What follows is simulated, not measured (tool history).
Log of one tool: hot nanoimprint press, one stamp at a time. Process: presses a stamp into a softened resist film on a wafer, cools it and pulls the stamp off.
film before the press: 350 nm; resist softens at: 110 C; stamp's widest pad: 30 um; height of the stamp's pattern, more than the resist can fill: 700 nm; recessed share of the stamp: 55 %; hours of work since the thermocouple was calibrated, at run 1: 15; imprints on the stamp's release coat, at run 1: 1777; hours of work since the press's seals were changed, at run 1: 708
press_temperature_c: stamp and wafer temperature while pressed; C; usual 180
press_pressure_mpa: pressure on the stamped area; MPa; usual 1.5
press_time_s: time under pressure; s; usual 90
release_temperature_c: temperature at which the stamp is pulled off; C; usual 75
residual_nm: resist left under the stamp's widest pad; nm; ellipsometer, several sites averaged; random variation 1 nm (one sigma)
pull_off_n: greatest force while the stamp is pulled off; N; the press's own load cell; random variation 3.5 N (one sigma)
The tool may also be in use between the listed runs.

run	hour	press_temperature_c	press_pressure_mpa	press_time_s	release_temperature_c	hours of work since the thermocouple was calibrated	imprints on the stamp's release coat	hours of work since the press's seals were changed	residual_nm	pull_off_n
1	0	180	1.5	90	75	15	1777	708	151.8	232
2	57.2	180	1.5	90	75	58	1909	751	154.5	236
3	111	180	1.5	90	75	99	2034	792	155	238
4	141.2	180	1.5	90	75	122	2104	815	157.1	248
5	184.8	180	1.5	90	75	155	2205	848	158.1	247
6	218.9	180	1.5	90	75	181	2284	873	158.6	252
# hour 235: stamp cleaned and given a new release coat
7	260.2	180	1.5	90	75	207	59	900	160.2	180
8	311.9	180	1.5	62	75	247	179	939	183.2	172
9	354.8	180	1.47	90	75	279	278	972	162.3	182
10	401.3	180	1.47	90	78	314	386	1007	163	173
11	431.3	180	1.47	90	69	337	456	1029	164.1	193
12	478.3	180	1.47	90	69	372	565	1065	165.7	210
13	506.5	180	1.5	90	75	394	630	1086	165.5	191
14	552.8	180	1.5	90	62	429	737	1121	166.4	235
15	580.1	180	1.5	90	62	449	800	1142	167.1	246
# hour 585.7: plate thermocouple calibrated
16	610.5	175	1.5	90	62	19	864	1163	216.4	249
17	642.4	180	1.74	90	60	43	938	1187	162.7	257
18	687.3	180	1.74	90	60	77	1042	1221	164.1	270
# hour 727.9: plate thermocouple calibrated, once more
19	731.5	180	1.74	90	60	3	1138	1252	144.7	248
20	758.5	175	1.63	46	64	23	1200	1272	225.5	248
21	814.3	180	1.13	90	75	65	1330	1315	178.5	209
22	843.2	187	1.5	90	70	87	1397	1337	113.5	228
# hour 889: press's hydraulic seals changed and the load cell set to zero
23	889	178	1.5	134	75	116	1484	0	143.3	221
24	914.4	169	1.35	90	75	135	1543	19	249.8	224
25	950.3	188	1.5	81	75	162	1626	46	108.3	219
26	1008.9	188	1.5	81	75	206	1762	91	111.6	241
27	1061.4	188	2.29	126	75	246	1884	130	74	231
28	1109.8	174	2.29	126	75	283	1996	167	149.8	239
29	1136.7	174	2.29	126	75	303	2058	187	151.1	231

Forecast each of these 3 alternatives for the next run:
A	1174.7	182	1.5	90	75	332	2146	216	?	?
B	1174.7	187	2.29	126	71	332	2146	216	?	?
C	1174.7	170	2.29	126	75	332	2146	216	?	?

run	residual_nm	pull_off_n
A	143.6	247
B	79.9	266
C	185.5	251
Without the tool's hidden state the same runs would have given:
run	residual_nm	pull_off_n
A	134.5	170
B	74.3	183
C	172.5	172
